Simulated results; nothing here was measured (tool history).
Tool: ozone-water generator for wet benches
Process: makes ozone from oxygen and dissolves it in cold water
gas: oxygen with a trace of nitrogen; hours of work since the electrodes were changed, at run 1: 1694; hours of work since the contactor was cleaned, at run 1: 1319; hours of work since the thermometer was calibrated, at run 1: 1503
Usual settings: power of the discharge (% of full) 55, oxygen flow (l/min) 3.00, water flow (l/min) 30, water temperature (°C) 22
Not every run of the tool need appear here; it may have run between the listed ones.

run,day,power of the discharge (% of full),oxygen flow (l/min),water flow (l/min),water temperature (°C),hours of work since the electrodes were changed,hours of work since the contactor was cleaned,hours of work since the thermometer was calibrated,dissolved ozone (ppm),ozone in the gas ahead of the water (g/m3)
1,0.000,55,3.00,30,22,1694,1319,1503,8.2,141.6
2,3.125,55,3.00,30,22,1768,1393,1577,8.4,142.0
3,4.808,55,3.00,30,22,1808,1433,1617,8.3,141.0
4,7.138,55,3.00,30,22,1864,1488,1672,8.6,140.8
5,8.504,55,3.00,30,22,1896,1520,1705,8.4,141.8
6,10.679,55,3.00,29,22,1948,1572,1756,8.8,139.7
7,13.821,55,3.00,30,22,2022,1646,1831,8.3,140.5
8,15.196,80,3.00,30,22,2055,1679,1863,10.7,177.8
9,18.054,80,3.00,30,22,2123,1747,1931,10.4,177.5
10,20.221,80,3.00,30,22,2174,1798,1982,10.7,176.6
11,22.004,55,3.38,30,22,2216,1840,2025,8.5,132.6
12,25.025,55,3.38,30,22,2288,1912,2096,8.6,132.6
13,28.017,44,3.00,30,22,2359,1983,2167,7.3,122.3
14,29.862,44,3.00,30,22,2403,2027,2211,7.2,122.2
15,31.492,44,3.00,30,22,2441,2065,2250,7.4,121.7
16,33.788,55,3.00,30,22,2496,2120,2304,8.4,138.8
17,35.775,55,3.00,21,22,2543,2167,2351,11.1,139.4
18,38.700,66,4.20,30,24,2612,2236,2421,9.5,133.0
19,41.225,49,1.72,39,18,2672,2296,2481,5.1,167.3
20,42.804,49,1.72,47,19,2709,2334,2518,4.3,170.7
21,44.588,55,2.67,36,22,2752,2376,2560,6.9,146.6
22,46.075,55,2.67,36,22,2787,2411,2596,6.7,145.7
23,47.512,55,4.92,30,22,2821,2445,2630,9.2,107.5
24,48.817,55,4.96,44,22,2852,2476,2661,6.5,107.4
25,50.750,47,4.23,42,15,2898,2522,2706,6.4,107.1
26,52.542,43,1.77,37,22,2940,2565,2749,5.0,152.1
27,53.892,55,2.34,33,21,2972,2597,2781,6.9,154.1
28,56.204,55,1.91,30,15,3027,2651,2836,7.4,171.9
29,58.471,40,2.70,30,23,3081,2705,2890,6.5,119.4
# day 59.062: water thermometer calibrated
30,61.679,55,3.00,27,22,3157,2781,62,8.9,135.6
31,63.754,55,1.51,34,22,3206,2830,111,5.8,189.2
32,66.204,55,1.51,34,22,3264,2888,169,5.7,190.0

5 ways to go on from here, each from the tool as it stands after run 32. What would each give?
A,68.200,48,3.00,36,24,3311,2935,217,?,?
B,68.200,53,2.22,33,22,3311,2935,217,?,?
C,68.200,55,3.00,20,22,3311,2935,217,?,?
D,68.200,74,3.00,30,22,3311,2935,217,?,?
E,68.200,55,2.78,27,22,3311,2935,217,?,?

run,dissolved ozone (ppm),ozone in the gas ahead of the water (g/m3)
A,6.3,126.2
B,6.7,153.3
C,11.5,135.6
D,9.6,162.8
E,8.8,141.9
Without the tool's hidden state the same runs would have given:
run,dissolved ozone (ppm),ozone in the gas ahead of the water (g/m3)
A,7.0,137.0
B,7.4,167.6
C,12.8,148.5
D,11.0,181.9
E,9.8,155.5

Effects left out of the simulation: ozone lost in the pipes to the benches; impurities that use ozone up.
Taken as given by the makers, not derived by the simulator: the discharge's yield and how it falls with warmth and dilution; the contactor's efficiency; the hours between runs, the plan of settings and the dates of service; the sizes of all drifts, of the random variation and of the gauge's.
